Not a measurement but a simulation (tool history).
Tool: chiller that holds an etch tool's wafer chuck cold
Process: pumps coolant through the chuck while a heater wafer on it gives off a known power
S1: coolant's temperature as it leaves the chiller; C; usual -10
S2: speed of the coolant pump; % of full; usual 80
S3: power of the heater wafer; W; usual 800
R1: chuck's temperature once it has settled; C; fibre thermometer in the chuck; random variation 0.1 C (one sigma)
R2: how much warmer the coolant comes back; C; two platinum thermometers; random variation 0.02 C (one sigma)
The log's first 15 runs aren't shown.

run 16 hour=1733.9 | S1=-10 S2=72 S3=800 | R1=-1.5 R2=2.41
run 17 hour=1875.0 | S1=-10 S2=72 S3=800 | R1=-1.4 R2=2.36
run 18 hour=2006.3 | S1=-6 S2=74 S3=612 | R1=0.7 R2=1.79
run 19 hour=2115.0 | S1=-10 S2=64 S3=800 | R1=-0.5 R2=2.77
run 20 hour=2221.4 | S1=-10 S2=64 S3=800 | R1=-0.6 R2=2.73
run 21 hour=2328.8 | S1=-6 S2=81 S3=1023 | R1=3.6 R2=2.71
run 22 hour=2476.3 | S1=-3 S2=65 S3=1133 | R1=10.1 R2=3.85
run 23 hour=2606.1 | S1=-4 S2=91 S3=1133 | R1=5.6 R2=2.66
run 24 hour=2770.9 | S1=-16 S2=61 S3=800 | R1=-6.0 R2=2.89
run 25 hour=2886.5 | S1=-10 S2=80 S3=913 | R1=-1.3 R2=2.48
run 26 hour=2976.6 | S1=-3 S2=80 S3=1042 | R1=7.2 R2=2.83
run 27 hour=3112.3 | S1=-11 S2=86 S3=800 | R1=-3.9 R2=2.02

Run 28 comes next. What will it give?
run 28 hour=3247.1 | S1=-10 S2=91 S3=872 | R1=? R2=?

R1: -2.6 C
R2: 2.03 C
Without the tool's hidden state the same run would have given R1 -2.6 C, R2 2.02 C.

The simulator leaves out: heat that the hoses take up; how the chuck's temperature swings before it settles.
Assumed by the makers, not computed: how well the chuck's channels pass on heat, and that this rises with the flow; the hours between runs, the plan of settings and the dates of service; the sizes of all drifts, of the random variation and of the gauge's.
